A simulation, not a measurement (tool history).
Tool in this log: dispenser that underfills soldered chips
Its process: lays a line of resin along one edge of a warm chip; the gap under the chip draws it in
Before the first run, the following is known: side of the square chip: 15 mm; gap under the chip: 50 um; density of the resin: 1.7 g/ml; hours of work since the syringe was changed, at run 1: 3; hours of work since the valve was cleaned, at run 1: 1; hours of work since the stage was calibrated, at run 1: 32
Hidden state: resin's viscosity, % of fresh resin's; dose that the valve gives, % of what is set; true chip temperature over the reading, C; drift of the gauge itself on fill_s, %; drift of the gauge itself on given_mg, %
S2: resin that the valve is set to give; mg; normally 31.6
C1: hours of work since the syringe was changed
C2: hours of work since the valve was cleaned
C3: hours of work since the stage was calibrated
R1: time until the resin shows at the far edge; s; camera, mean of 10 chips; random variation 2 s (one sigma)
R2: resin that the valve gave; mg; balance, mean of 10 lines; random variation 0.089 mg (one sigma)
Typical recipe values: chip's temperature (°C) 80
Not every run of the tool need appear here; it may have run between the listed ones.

run 1 hour=0 | chip's_temperature_(°C)=80 S2=31.6 | C1=3 C2=1 C3=32 | R1=248.8 R2=31.64
run 2 hour=4.1 | chip's_temperature_(°C)=94 S2=31.6 | C1=6 C2=4 C3=34 | R1=149.2 R2=31.56
-- hour=10.8 new syringe of resin
run 3 hour=13 | chip's_temperature_(°C)=80 S2=31.6 | C1=1 C2=9 C3=40 | R1=210.7 R2=31.41
run 4 hour=19.5 | chip's_temperature_(°C)=80 S2=31.6 | C1=6 C2=14 C3=45 | R1=300.1 R2=31.19
-- hour=26.8 new syringe of resin
run 5 hour=29.5 | chip's_temperature_(°C)=84 S2=31.6 | C1=2 C2=20 C3=51 | R1=170.5 R2=31.06
run 6 hour=39.4 | chip's_temperature_(°C)=84 S2=31.6 | C1=8 C2=27 C3=57 | R1=288.9 R2=30.85
-- hour=42.8 new syringe of resin
run 7 hour=46.7 | chip's_temperature_(°C)=84 S2=31.6 | C1=3 C2=31 C3=62 | R1=186.8 R2=30.72
run 8 hour=54 | chip's_temperature_(°C)=84 S2=31.6 | C1=7 C2=36 C3=67 | R1=272.8 R2=30.63
-- hour=58.8 new syringe of resin
run 9 hour=61.2 | chip's_temperature_(°C)=80 S2=37.7 | C1=2 C2=41 C3=72 | R1=212.3 R2=36.51
run 10 hour=67 | chip's_temperature_(°C)=80 S2=37.7 | C1=5 C2=44 C3=75 | R1=285.4 R2=36.33
run 11 hour=74.3 | chip's_temperature_(°C)=80 S2=37.7 | C1=10 C2=49 C3=80 | R1=402.9 R2=36.26
-- hour=75.4 new syringe of resin
run 12 hour=81 | chip's_temperature_(°C)=80 S2=37.7 | C1=4 C2=54 C3=84 | R1=247.4 R2=35.99
run 13 hour=87.1 | chip's_temperature_(°C)=68 S2=31.6 | C1=8 C2=58 C3=88 | R1=641.7 R2=30.09
-- hour=91.7 new syringe of resin
run 14 hour=91.7 | chip's_temperature_(°C)=80 S2=31.6 | C1=0 C2=60 C3=91 | R1=188.8 R2=29.97
run 15 hour=99.5 | chip's_temperature_(°C)=80 S2=31.6 | C1=5 C2=66 C3=96 | R1=281.1 R2=29.93
-- hour=103.8 dispensing valve cleaned and set on the balance
run 16 hour=104.8 | chip's_temperature_(°C)=80 S2=31.6 | C1=8 C2=1 C3=99 | R1=330.6 R2=31.48
-- hour=108.7 new syringe of resin
run 17 hour=114.6 | chip's_temperature_(°C)=71 S2=31.6 | C1=4 C2=7 C3=106 | R1=405.2 R2=31.45
run 18 hour=123.6 | chip's_temperature_(°C)=71 S2=31.6 | C1=10 C2=13 C3=112 | R1=650.3 R2=31.1
-- hour=125.3 new syringe of resin
run 19 hour=129.8 | chip's_temperature_(°C)=71 S2=31.6 | C1=3 C2=17 C3=115 | R1=387.7 R2=31.15
run 20 hour=137.1 | chip's_temperature_(°C)=70 S2=36.3 | C1=8 C2=22 C3=120 | R1=583.9 R2=35.6
-- hour=141.4 new syringe of resin
run 21 hour=144 | chip's_temperature_(°C)=70 S2=36.3 | C1=2 C2=26 C3=125 | R1=354.6 R2=35.79
run 22 hour=148.1 | chip's_temperature_(°C)=88 S2=31.8 | C1=4 C2=29 C3=127 | R1=172.8 R2=31.17
run 23 hour=155 | chip's_temperature_(°C)=70 S2=33.6 | C1=9 C2=33 C3=132 | R1=616.6 R2=32.75
-- hour=157.7 new syringe of resin
run 24 hour=160.8 | chip's_temperature_(°C)=90 S2=29.3 | C1=2 C2=37 C3=136 | R1=135.1 R2=28.47
run 25 hour=166.2 | chip's_temperature_(°C)=69 S2=39.2 | C1=6 C2=41 C3=139 | R1=516.7 R2=37.91
-- hour=173.8 new syringe of resin
run 26 hour=175.7 | chip's_temperature_(°C)=69 S2=39.2 | C1=1 C2=47 C3=145 | R1=363.6 R2=37.67
run 27 hour=180.3 | chip's_temperature_(°C)=73 S2=32.4 | C1=4 C2=50 C3=148 | R1=376 R2=31.03
run 28 hour=188.7 | chip's_temperature_(°C)=73 S2=32.4 | C1=10 C2=55 C3=154 | R1=569.1 R2=31.05
-- hour=189.8 new syringe of resin
run 29 hour=194.2 | chip's_temperature_(°C)=73 S2=32.4 | C1=3 C2=59 C3=157 | R1=348.1 R2=30.93
run 30 hour=202.8 | chip's_temperature_(°C)=74 S2=31.6 | C1=9 C2=64 C3=163 | R1=509.5 R2=30.1
-- hour=206 new syringe of resin
run 31 hour=207.1 | chip's_temperature_(°C)=85 S2=37.7 | C1=1 C2=67 C3=166 | R1=149.2 R2=35.69
-- hour=209.8 dispensing valve cleaned and set on the balance
run 32 hour=214.1 | chip's_temperature_(°C)=85 S2=37.7 | C1=5 C2=3 C3=170 | R1=203.1 R2=37.55
run 33 hour=219.5 | chip's_temperature_(°C)=85 S2=37.7 | C1=8 C2=6 C3=173 | R1=270.6 R2=37.46
-- hour=222.9 new syringe of resin
run 34 hour=226.2 | chip's_temperature_(°C)=77 S2=34 | C1=2 C2=11 C3=177 | R1=251.3 R2=33.66
run 35 hour=230.7 | chip's_temperature_(°C)=94 S2=35.5 | C1=5 C2=14 C3=180 | R1=135.3 R2=34.98
-- hour=239 new syringe of resin
run 36 hour=240.1 | chip's_temperature_(°C)=81 S2=35.5 | C1=1 C2=20 C3=187 | R1=187.3 R2=34.79

Some steps in R1 between neighbouring runs. How much of each would the tool show without its hidden state too (settings, what came in, random variation), and how much is left for the hidden state, with any gauge scatter that isn't in both results?
Run 13 -> 14: chip's temperature (°C) 68 -> 80, new syringe of resin. R1 -452.9 s: hidden state -276.8, all else -176.1.
Run 18 -> 19: new syringe of resin. R1 -262.6 s: hidden state -261.2, all else -1.4.
Run 22 -> 23: chip's temperature (°C) 88 -> 70, S2 31.8 -> 33.6. R1 +443.8 s: hidden state +246, all else +197.8.
Run 23 -> 24: chip's temperature (°C) 70 -> 90, S2 33.6 -> 29.3, new syringe of resin. R1 -481.5 s: hidden state -274, all else -207.5.
